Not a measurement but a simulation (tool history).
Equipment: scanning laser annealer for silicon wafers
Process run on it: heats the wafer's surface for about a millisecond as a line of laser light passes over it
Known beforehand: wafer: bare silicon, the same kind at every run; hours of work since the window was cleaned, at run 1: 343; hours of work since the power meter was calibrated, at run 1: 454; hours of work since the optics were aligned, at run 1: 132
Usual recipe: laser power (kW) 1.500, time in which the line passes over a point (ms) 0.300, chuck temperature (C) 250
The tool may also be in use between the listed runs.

run	hour	laser power (kW)	time in which the line passes over a point (ms)	chuck temperature (C)	hours of work since the window was cleaned	hours of work since the power meter was calibrated	hours of work since the optics were aligned	highest temperature of the surface (C)
1	0.0	1.500	0.300	250	343	454	132	999
2	19.5	1.500	0.300	250	358	469	147	998
3	31.7	1.500	0.300	250	368	479	157	998
4	49.2	1.500	0.253	250	381	492	170	944
5	60.2	1.500	0.300	250	390	501	179	997
6	80.2	1.500	0.300	250	405	516	194	996
# hour 84.3: laser's power meter calibrated
7	98.5	1.500	0.300	250	417	11	206	994
8	118.0	1.500	0.300	250	432	26	221	995
9	129.3	1.500	0.300	250	441	35	230	996
# hour 146.4: laser's power meter calibrated, once more
10	150.6	1.500	0.300	250	455	3	244	993
11	175.3	1.500	0.300	219	474	22	263	962
12	194.1	1.500	0.300	219	489	37	278	961
13	207.2	1.500	0.300	219	499	47	288	960
14	228.6	1.493	0.300	250	516	64	305	989
15	240.1	1.280	0.303	250	524	73	313	883
16	259.5	1.529	0.235	226	539	88	328	908
17	272.9	1.529	0.370	226	550	98	339	1049
18	286.7	1.633	0.370	243	561	109	350	1126
19	308.9	1.446	0.238	250	578	126	367	894
20	321.4	1.446	0.367	252	587	136	376	1026
21	345.1	1.378	0.300	250	606	154	395	927

Hidden condition of the tool, last listed run before each entry between runs versus first listed run after:
After run 6, before run 7: laser's power meter calibrated (hour 84.3)
  light that passes the window, % of a clean one's: 97.99 -> 97.93; laser's true power over the reading, %: -0.3 -> -0.45; width of the line over the set one, %: 0.38 -> 0.4
  difference, measured minus the result without the unlogged condition, highest temperature of the surface (C): -20 -> -22
After run 9, before run 10: laser's power meter calibrated, once more (hour 146.4)
  light that passes the window, % of a clean one's: 97.81 -> 97.73; laser's true power over the reading, %: -0.46 -> -0.1; width of the line over the set one, %: 0.44 -> 0.47
  difference, measured minus the result without the unlogged condition, highest temperature of the surface (C): -23 -> -21

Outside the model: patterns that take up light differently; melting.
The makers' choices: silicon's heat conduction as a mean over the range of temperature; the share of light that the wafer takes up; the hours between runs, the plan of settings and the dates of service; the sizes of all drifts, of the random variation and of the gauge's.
